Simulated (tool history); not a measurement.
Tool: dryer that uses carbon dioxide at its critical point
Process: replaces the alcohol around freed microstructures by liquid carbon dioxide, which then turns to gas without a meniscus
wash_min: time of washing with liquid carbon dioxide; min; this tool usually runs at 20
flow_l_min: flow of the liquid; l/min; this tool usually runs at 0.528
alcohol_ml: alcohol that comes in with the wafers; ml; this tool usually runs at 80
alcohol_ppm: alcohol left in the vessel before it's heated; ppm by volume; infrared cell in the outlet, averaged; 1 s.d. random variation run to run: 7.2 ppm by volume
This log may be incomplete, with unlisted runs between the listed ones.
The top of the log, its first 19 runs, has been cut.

| run | hour | wash_min | flow_l_min | alcohol_ml | hours of work since the filter was changed | hours of work since the purifier's bed was changed | alcohol_ppm |
|---|---|---|---|---|---|---|---|
| 20 | 134.6 | 20 | 0.528 | 71 | 471 | 169 | 568 |
| 21 | 142.3 | 20 | 0.528 | 71 | 475 | 172 | 559 |
| 22 | 147.5 | 31 | 0.513 | 50 | 477 | 175 | 68 |
| 23 | 155.3 | 20 | 0.377 | 61 | 480 | 178 | 1533 |
| 24 | 161.5 | 16 | 0.344 | 25 | 483 | 181 | 1438 |
| 25 | 165.9 | 15 | 0.344 | 101 | 485 | 183 | 6366 |
| 26 | 171.3 | 15 | 0.344 | 101 | 487 | 185 | 6581 |
| 27 | 176.4 | 15 | 0.344 | 101 | 489 | 187 | 6417 |
| 28 | 183.5 | 21 | 0.528 | 27 | 492 | 190 | 187 |
| 29 | 189.1 | 21 | 0.528 | 27 | 495 | 193 | 193 |
| 30 | 195.8 | 21 | 0.528 | 27 | 498 | 196 | 202 |
| 31 | 201.3 | 20 | 0.520 | 28 | 500 | 198 | 270 |
| 32 | 205.5 | 28 | 0.709 | 46 | 502 | 200 | 30 |
| 33 | 212.5 | 28 | 0.709 | 46 | 505 | 203 | 27 |
| 34 | 218.4 | 28 | 0.709 | 46 | 508 | 205 | 32 |
| 35 | 227.1 | 24 | 0.709 | 36 | 511 | 209 | 33 |
| 36 | 232.9 | 24 | 0.709 | 36 | 514 | 212 | 49 |
| 37 | 237.0 | 24 | 0.709 | 36 | 516 | 214 | 55 |
| 38 | 242.6 | 25 | 0.751 | 69 | 518 | 216 | 57 |
| 39 | 246.7 | 20 | 0.782 | 30 | 520 | 218 | 66 |
| 40 | 254.2 | 20 | 0.782 | 30 | 523 | 221 | 63 |
| 41 | 261.9 | 20 | 0.782 | 30 | 527 | 224 | 65 |

Alternative continuations, all from the tool just after run 41; predict every row:
| A | 266.1 | 23 | 0.782 | 50 | 528 | 226 | ? |
| B | 266.1 | 32 | 0.527 | 80 | 528 | 226 | ? |
| C | 266.1 | 31 | 0.782 | 30 | 528 | 226 | ? |

| run | alcohol_ppm |
|---|---|
| A | 53 |
| B | 89 |
| C | 33 |
With no hidden state in the tool, these same runs would have given:
| run | alcohol_ppm |
|---|---|
| A | 13 |
| B | 29 |
| C | 10 |

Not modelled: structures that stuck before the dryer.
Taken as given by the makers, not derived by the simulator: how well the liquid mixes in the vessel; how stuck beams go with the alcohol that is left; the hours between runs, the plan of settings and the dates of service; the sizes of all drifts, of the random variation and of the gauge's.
